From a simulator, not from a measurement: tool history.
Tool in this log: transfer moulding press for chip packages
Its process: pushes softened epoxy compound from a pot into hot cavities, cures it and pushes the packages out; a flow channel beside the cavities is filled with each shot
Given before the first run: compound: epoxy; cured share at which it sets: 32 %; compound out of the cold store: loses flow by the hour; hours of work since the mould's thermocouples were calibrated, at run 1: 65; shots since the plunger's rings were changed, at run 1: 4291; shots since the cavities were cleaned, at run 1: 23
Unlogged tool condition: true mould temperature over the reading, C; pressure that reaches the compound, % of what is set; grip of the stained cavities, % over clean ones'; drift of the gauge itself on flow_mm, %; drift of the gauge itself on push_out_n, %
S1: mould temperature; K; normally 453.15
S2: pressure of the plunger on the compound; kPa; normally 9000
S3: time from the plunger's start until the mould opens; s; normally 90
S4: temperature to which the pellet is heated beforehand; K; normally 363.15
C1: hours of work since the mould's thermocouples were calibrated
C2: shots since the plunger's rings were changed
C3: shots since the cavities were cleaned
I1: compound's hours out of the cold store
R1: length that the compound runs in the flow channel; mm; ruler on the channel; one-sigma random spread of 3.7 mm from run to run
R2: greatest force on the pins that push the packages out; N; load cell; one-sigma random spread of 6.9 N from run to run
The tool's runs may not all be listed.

run 1 hour=0.0 | S1=453.15 S2=9000 S3=90 S4=363.15 | C1=65 C2=4291 C3=23 | I1=9.4 | R1=519 R2=304
run 2 hour=8.4 | S1=453.15 S2=9000 S3=90 S4=363.15 | C1=69 C2=4385 C3=117 | I1=47.7 | R1=445 R2=323
run 3 hour=16.8 | S1=453.15 S2=9000 S3=90 S4=363.15 | C1=74 C2=4479 C3=211 | I1=41.9 | R1=456 R2=367
run 4 hour=24.1 | S1=453.15 S2=8940 S3=90 S4=363.15 | C1=78 C2=4561 C3=293 | I1=33.2 | R1=465 R2=395
run 5 hour=30.5 | S1=453.15 S2=8940 S3=90 S4=363.15 | C1=81 C2=4633 C3=365 | I1=26.9 | R1=479 R2=415
run 6 hour=40.1 | S1=453.15 S2=8940 S3=90 S4=363.15 | C1=86 C2=4741 C3=473 | I1=41.4 | R1=449 R2=452
run 7 hour=48.2 | S1=453.15 S2=9000 S3=90 S4=363.15 | C1=91 C2=4832 C3=564 | I1=45.2 | R1=443 R2=471
run 8 hour=56.4 | S1=454.15 S2=9000 S3=121 S4=372.15 | C1=95 C2=4924 C3=656 | I1=44.0 | R1=444 R2=435
-- hour=64.7 plunger's sealing rings changed
run 9 hour=65.6 | S1=458.15 S2=9000 S3=103 S4=372.15 | C1=99 C2=10 C3=732 | I1=32.9 | R1=488 R2=449
run 10 hour=73.2 | S1=458.15 S2=8370 S3=94 S4=372.15 | C1=103 C2=95 C3=817 | I1=45.5 | R1=452 R2=475
run 11 hour=82.9 | S1=453.15 S2=9000 S3=90 S4=368.15 | C1=108 C2=203 C3=925 | I1=34.8 | R1=493 R2=522
-- hour=90.7 cavities cleaned with cleaning compound and waxed
run 12 hour=91.3 | S1=450.15 S2=10310 S3=128 S4=363.15 | C1=111 C2=281 C3=6 | I1=36.1 | R1=521 R2=253
run 13 hour=98.7 | S1=453.15 S2=10080 S3=90 S4=360.15 | C1=115 C2=364 C3=89 | I1=47.6 | R1=494 R2=316

How the hidden state differs across the entries between the runs, from the last listed run before each to the first after it:
After run 8, before run 9: plunger's sealing rings changed (hour 64.7)
  pressure that reaches the compound, % of what is set: 86.86 -> 99.68; grip of the stained cavities, % over clean ones': 72.6 -> 77.9
  difference, measured minus the result without the unlogged condition, R1: -33 -> -1 mm; R2: +185 -> +201 N
After run 11, before run 12: cavities cleaned with cleaning compound and waxed (hour 90.7)
  pressure that reaches the compound, % of what is set: 99.17 -> 98.95; grip of the stained cavities, % over clean ones': 89.1 -> 2.1
  difference, measured minus the result without the unlogged condition, R1: -2 -> -3 mm; R2: +242 -> +5 N

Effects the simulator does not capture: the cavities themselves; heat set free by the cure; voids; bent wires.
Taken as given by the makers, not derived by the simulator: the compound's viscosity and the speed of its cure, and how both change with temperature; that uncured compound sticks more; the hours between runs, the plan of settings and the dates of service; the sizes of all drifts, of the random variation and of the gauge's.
